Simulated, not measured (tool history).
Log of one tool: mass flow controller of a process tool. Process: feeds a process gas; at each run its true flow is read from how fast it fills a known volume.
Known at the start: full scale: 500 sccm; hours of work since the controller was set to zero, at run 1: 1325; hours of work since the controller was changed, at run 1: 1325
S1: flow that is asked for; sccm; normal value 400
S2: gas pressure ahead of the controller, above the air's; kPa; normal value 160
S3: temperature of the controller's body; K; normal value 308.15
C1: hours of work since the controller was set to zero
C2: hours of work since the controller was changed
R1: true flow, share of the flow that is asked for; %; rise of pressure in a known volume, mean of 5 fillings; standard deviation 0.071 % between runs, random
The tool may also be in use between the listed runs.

Run 1, day 0: usual settings; C1 1325; C2 1325. Result: R1 101.06 %.
Run 2, day 4.25: usual settings; C1 1373; C2 1373. Result: R1 101.11 %.
Run 3, day 10.633: usual settings; C1 1444; C2 1444. Result: R1 101.32 %.
Run 4, day 16.071: usual settings; C1 1505; C2 1505. Result: R1 101.32 %.
Run 5, day 21.254: usual settings; C1 1563; C2 1563. Result: R1 101.37 %.
Run 6, day 24.733: usual settings; C1 1602; C2 1602. Result: R1 101.28 %.
Run 7, day 27.562: usual settings; C1 1634; C2 1634. Result: R1 101.37 %.
Run 8, day 31.083: usual settings; C1 1673; C2 1673. Result: R1 101.35 %.
Run 9, day 34.112: usual settings; C1 1707; C2 1707. Result: R1 101.3 %.
Run 10, day 39.438: usual settings; C1 1767; C2 1767. Result: R1 101.47 %.
Run 11, day 44.408: usual settings but S1 214 sccm, S2 273 kPa; C1 1823; C2 1823. Result: R1 99.84 %.
Run 12, day 50.95: usual settings but S2 157 kPa; C1 1896; C2 1896. Result: R1 101.48 %.
Run 13, day 56.162: usual settings but S2 157 kPa; C1 1954; C2 1954. Result: R1 101.53 %.
Run 14, day 59.492: usual settings but S3 297.15 K; C1 1992; C2 1992. Result: R1 101.34 %.
Run 15, day 64.579: usual settings but S1 287 sccm, S2 180 kPa, S3 302.15 K; C1 2049; C2 2049. Result: R1 100.85 %.
Run 16, day 67.417: usual settings but S1 321 sccm; C1 2080; C2 2080. Result: R1 101.32 %.
Run 17, day 72.746: usual settings but S1 178 sccm, S2 248 kPa; C1 2140; C2 2140. Result: R1 100.13 %.
Run 18, day 77.538: usual settings but S2 143 kPa; C1 2194; C2 2194. Result: R1 101.76 %.
Run 19, day 83.425: usual settings but S2 147 kPa, S3 294.15 K; C1 2260; C2 2260. Result: R1 101.48 %.
Run 20, day 86.925: usual settings but S1 299 sccm, S2 211 kPa, S3 294.15 K; C1 2299; C2 2299. Result: R1 100.63 %.

A few steps of R1 between consecutive runs. Split each: what settings, incoming material and random variation would produce without the hidden state, and what is left over for the hidden state, along with gauge scatter present in only one of the two compared results (measured, and without hidden state):
Unlogged tool condition in this case: flow at rest that the sensor doesn't see, % of full scale; true flow over the shown one, %; drift of the gauge itself on true_pct, %.
Run 11 -> 12: S1 214 -> 400, S2 273 -> 157. R1 +1.64 %: hidden state -0.1, all else +1.74.
Run 16 -> 17: S1 321 -> 178, S2 160 -> 248. R1 -1.19 %: hidden state +0.2, all else -1.39.
Run 17 -> 18: S1 178 -> 400, S2 248 -> 143. R1 +1.63 %: hidden state -0.19, all else +1.82.
